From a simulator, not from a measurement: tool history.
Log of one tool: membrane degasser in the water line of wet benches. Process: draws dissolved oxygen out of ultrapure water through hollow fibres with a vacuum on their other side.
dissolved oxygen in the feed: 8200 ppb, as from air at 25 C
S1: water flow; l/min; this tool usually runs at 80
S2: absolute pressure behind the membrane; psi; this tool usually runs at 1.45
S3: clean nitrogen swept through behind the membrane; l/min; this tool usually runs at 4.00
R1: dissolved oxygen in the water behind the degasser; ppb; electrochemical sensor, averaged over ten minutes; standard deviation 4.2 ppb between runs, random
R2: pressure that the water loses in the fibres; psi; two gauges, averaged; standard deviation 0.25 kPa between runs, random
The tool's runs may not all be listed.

| run | day | S1 | S2 | S3 | R1 | R2 |
|---|---|---|---|---|---|---|
| 1 | 0.000 | 80 | 1.45 | 4.00 | 492.4 | 9.438 |
| 2 | 3.300 | 80 | 1.45 | 4.00 | 494.0 | 9.439 |
| 3 | 5.283 | 80 | 1.45 | 4.00 | 494.6 | 9.411 |
| 4 | 7.429 | 91 | 1.45 | 4.00 | 560.5 | 10.733 |
| 5 | 9.721 | 91 | 1.45 | 4.00 | 555.1 | 10.662 |
| 6 | 11.996 | 80 | 1.12 | 4.00 | 398.3 | 9.391 |
| 7 | 13.542 | 80 | 1.45 | 4.00 | 477.8 | 9.423 |
| 8 | 15.371 | 70 | 1.45 | 4.00 | 422.7 | 8.228 |
| 9 | 18.554 | 70 | 1.45 | 4.00 | 423.7 | 8.298 |
| 10 | 20.442 | 70 | 1.45 | 4.00 | 422.5 | 8.285 |
| 11 | 23.171 | 70 | 1.45 | 4.00 | 421.6 | 8.225 |
| 12 | 26.112 | 70 | 1.45 | 4.00 | 422.3 | 8.282 |
| 13 | 28.283 | 70 | 1.45 | 4.00 | 429.1 | 8.247 |
| 14 | 30.929 | 86 | 1.45 | 4.00 | 541.4 | 10.153 |
| 15 | 34.229 | 80 | 1.45 | 4.00 | 489.3 | 9.427 |
| 16 | 37.479 | 80 | 1.45 | 4.00 | 488.6 | 9.504 |
| 17 | 40.362 | 51 | 1.07 | 3.13 | 247.6 | 6.009 |
| 18 | 42.808 | 80 | 0.91 | 4.00 | 336.4 | 9.381 |
| 19 | 45.112 | 83 | 1.03 | 4.00 | 392.3 | 9.786 |
| 20 | 48.204 | 98 | 1.45 | 9.77 | 434.0 | 11.520 |
| 21 | 49.829 | 89 | 2.60 | 1.68 | 1470.9 | 10.576 |
| 22 | 52.888 | 48 | 1.45 | 4.00 | 270.5 | 5.671 |
| 23 | 56.146 | 90 | 2.07 | 2.76 | 918.8 | 10.646 |
| 24 | 58.221 | 83 | 2.13 | 2.90 | 849.3 | 9.809 |
| 25 | 60.633 | 83 | 2.13 | 2.90 | 839.4 | 9.797 |
| 26 | 62.600 | 49 | 1.00 | 11.38 | 127.5 | 5.748 |
| 27 | 65.775 | 93 | 2.74 | 7.89 | 657.8 | 10.971 |
| 28 | 68.688 | 56 | 3.25 | 4.72 | 605.3 | 6.656 |
| 29 | 70.258 | 65 | 3.03 | 2.75 | 955.6 | 7.620 |
| 30 | 73.238 | 55 | 2.00 | 4.00 | 427.9 | 6.469 |
| 31 | 75.029 | 76 | 2.00 | 1.71 | 997.7 | 8.950 |
| 32 | 77.888 | 68 | 1.04 | 7.05 | 250.7 | 7.944 |

Between the runs listed above, the log contained 1 entry, not reproduced here. Where in the sequence does each belong, and how does what the log doesn't record of the tool's condition differ from the listed run before to the listed run after?
Logged between run 29 and run 30: vacuum gauge calibrated (day 72.025)
  both runs share identical hidden conditions
